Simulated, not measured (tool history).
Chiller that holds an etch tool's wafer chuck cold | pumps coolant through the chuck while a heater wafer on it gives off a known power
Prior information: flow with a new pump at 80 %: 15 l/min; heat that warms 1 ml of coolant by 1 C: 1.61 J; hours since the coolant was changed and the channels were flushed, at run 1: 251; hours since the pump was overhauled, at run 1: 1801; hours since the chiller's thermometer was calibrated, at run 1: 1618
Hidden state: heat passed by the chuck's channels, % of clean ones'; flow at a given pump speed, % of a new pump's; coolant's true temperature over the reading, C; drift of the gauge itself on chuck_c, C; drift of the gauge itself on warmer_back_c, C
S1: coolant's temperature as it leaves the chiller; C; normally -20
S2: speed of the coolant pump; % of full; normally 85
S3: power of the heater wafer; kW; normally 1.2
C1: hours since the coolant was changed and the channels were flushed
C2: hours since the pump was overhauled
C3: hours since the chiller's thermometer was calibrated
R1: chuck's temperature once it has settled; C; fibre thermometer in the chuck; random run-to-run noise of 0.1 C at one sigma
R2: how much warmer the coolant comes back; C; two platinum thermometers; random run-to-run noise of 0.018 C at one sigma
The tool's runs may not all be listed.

{"run": 1, "hour": 0.0, "S1": -20, "S2": 85, "S3": 1.2, "C1": 251, "C2": 1801, "C3": 1618, "R1": -6.3, "R2": 2.79}
{"run": 2, "hour": 94.5, "S1": -20, "S2": 86, "S3": 1.2, "C1": 346, "C2": 1896, "C3": 1713, "R1": -6.6, "R2": 2.74}
{"run": 3, "hour": 273.1, "S1": -20, "S2": 86, "S3": 1.2, "C1": 525, "C2": 2074, "C3": 1891, "R1": -6.6, "R2": 2.76}
{"run": 4, "hour": 440.9, "S1": -21, "S2": 85, "S3": 1.2, "C1": 692, "C2": 2242, "C3": 2059, "R1": -7.3, "R2": 2.86}
{"run": 5, "hour": 576.9, "S1": -20, "S2": 85, "S3": 1.766, "C1": 828, "C2": 2378, "C3": 2195, "R1": 0.2, "R2": 4.18}
{"run": 6, "hour": 697.6, "S1": -20, "S2": 85, "S3": 1.766, "C1": 949, "C2": 2499, "C3": 2316, "R1": -0.2, "R2": 4.15}
{"run": 7, "hour": 809.8, "S1": -20, "S2": 85, "S3": 1.766, "C1": 1061, "C2": 2611, "C3": 2428, "R1": 0.1, "R2": 4.15}
{"run": 8, "hour": 921.2, "S1": -20, "S2": 85, "S3": 1.766, "C1": 1173, "C2": 2722, "C3": 2539, "R1": -0.2, "R2": 4.13}
{"run": 9, "hour": 1134.5, "S1": -20, "S2": 85, "S3": 1.213, "C1": 1386, "C2": 2936, "C3": 2753, "R1": -6.3, "R2": 2.88}
{"run": 10, "hour": 1272.6, "S1": -20, "S2": 85, "S3": 1.213, "C1": 1524, "C2": 3074, "C3": 2891, "R1": -6.2, "R2": 2.9}
{"run": 11, "hour": 1435.1, "S1": -23, "S2": 85, "S3": 1.2, "C1": 1686, "C2": 3236, "C3": 3053, "R1": -9.5, "R2": 2.88}
{"run": 12, "hour": 1554.1, "S1": -23, "S2": 85, "S3": 1.2, "C1": 1805, "C2": 3355, "C3": 3172, "R1": -9.5, "R2": 2.88}
{"run": 13, "hour": 1734.6, "S1": -20, "S2": 85, "S3": 1.2, "C1": 1986, "C2": 3536, "C3": 3353, "R1": -6.5, "R2": 2.85}
{"run": 14, "hour": 1871.2, "S1": -20, "S2": 69, "S3": 1.2, "C1": 2123, "C2": 3672, "C3": 3489, "R1": -3.5, "R2": 3.58}
{"run": 15, "hour": 2061.1, "S1": -20, "S2": 69, "S3": 1.2, "C1": 2312, "C2": 3862, "C3": 3679, "R1": -3.6, "R2": 3.61}
{"run": 16, "hour": 2196.3, "S1": -20, "S2": 69, "S3": 1.2, "C1": 2448, "C2": 3997, "C3": 3815, "R1": -3.4, "R2": 3.6}
{"run": 17, "hour": 2393.7, "S1": -20, "S2": 69, "S3": 1.2, "C1": 2645, "C2": 4195, "C3": 4012, "R1": -3.7, "R2": 3.61}
{"run": 18, "hour": 2524.1, "S1": -20, "S2": 69, "S3": 1.2, "C1": 2775, "C2": 4325, "C3": 4142, "R1": -3.6, "R2": 3.65}
{"run": 19, "hour": 2639.2, "S1": -26, "S2": 74, "S3": 1.2, "C1": 2891, "C2": 4440, "C3": 4257, "R1": -10.5, "R2": 3.37}
{"run": 20, "hour": 2857.5, "S1": -26, "S2": 74, "S3": 1.2, "C1": 3109, "C2": 4659, "C3": 4476, "R1": -10.8, "R2": 3.38}
{"run": 21, "hour": 3067.9, "S1": -22, "S2": 85, "S3": 1.2, "C1": 3319, "C2": 4869, "C3": 4686, "R1": -8.6, "R2": 2.96}
{"hour": 3105.8, "done": "chiller's thermometer calibrated"}
{"run": 22, "hour": 3258.2, "S1": -18, "S2": 85, "S3": 1.2, "C1": 3509, "C2": 5058, "C3": 152, "R1": -4.5, "R2": 2.98}
{"run": 23, "hour": 3408.3, "S1": -21, "S2": 79, "S3": 0.991, "C1": 3659, "C2": 5208, "C3": 302, "R1": -9, "R2": 2.71}
{"run": 24, "hour": 3621.1, "S1": -23, "S2": 85, "S3": 1.358, "C1": 3871, "C2": 5421, "C3": 515, "R1": -7.7, "R2": 3.38}
{"run": 25, "hour": 3752.0, "S1": -23, "S2": 85, "S3": 1.358, "C1": 4002, "C2": 5552, "C3": 646, "R1": -7.7, "R2": 3.35}
{"run": 26, "hour": 3892.3, "S1": -28, "S2": 62, "S3": 1.316, "C1": 4143, "C2": 5693, "C3": 787, "R1": -7.9, "R2": 4.5}
{"run": 27, "hour": 4009.4, "S1": -17, "S2": 73, "S3": 1.2, "C1": 4260, "C2": 5810, "C3": 904, "R1": -1.3, "R2": 3.51}
{"run": 28, "hour": 4142.1, "S1": -28, "S2": 74, "S3": 1.33, "C1": 4392, "C2": 5942, "C3": 1036, "R1": -11, "R2": 3.82}
{"run": 29, "hour": 4318.6, "S1": -28, "S2": 74, "S3": 1.33, "C1": 4569, "C2": 6119, "C3": 1213, "R1": -10.7, "R2": 3.83}
{"run": 30, "hour": 4516.7, "S1": -28, "S2": 74, "S3": 1.33, "C1": 4767, "C2": 6317, "C3": 1411, "R1": -10.9, "R2": 3.82}
{"run": 31, "hour": 4654.0, "S1": -28, "S2": 74, "S3": 1.33, "C1": 4904, "C2": 6454, "C3": 1548, "R1": -10.8, "R2": 3.82}

Branching from run 31: 5 alternative next runs. What would each branch give?
{"run": "A", "hour": 4770.0, "S1": -20, "S2": 65, "S3": 0.635, "C1": 5020, "C2": 6570, "C3": 1664, "R1": "?", "R2": "?"}
{"run": "B", "hour": 4770.0, "S1": -21, "S2": 85, "S3": 0.773, "C1": 5020, "C2": 6570, "C3": 1664, "R1": "?", "R2": "?"}
{"run": "C", "hour": 4770.0, "S1": -28, "S2": 74, "S3": 1.393, "C1": 5020, "C2": 6570, "C3": 1664, "R1": "?", "R2": "?"}
{"run": "D", "hour": 4770.0, "S1": -13, "S2": 68, "S3": 0.606, "C1": 5020, "C2": 6570, "C3": 1664, "R1": "?", "R2": "?"}
{"run": "E", "hour": 4770.0, "S1": -28, "S2": 74, "S3": 1.366, "C1": 5020, "C2": 6570, "C3": 1664, "R1": "?", "R2": "?"}

run=A R1=-10.8 R2=2.23
run=B R1=-12.1 R2=2.03
run=C R1=-10.1 R2=3.97
run=D R1=-4.6 R2=2.03
run=E R1=-10.5 R2=3.97
Without the tool's hidden state the same runs would have given:
run=A R1=-10.8 R2=1.97
run=B R1=-12.1 R2=1.78
run=C R1=-10.1 R2=3.71
run=D R1=-4.6 R2=1.77
run=E R1=-10.6 R2=3.71
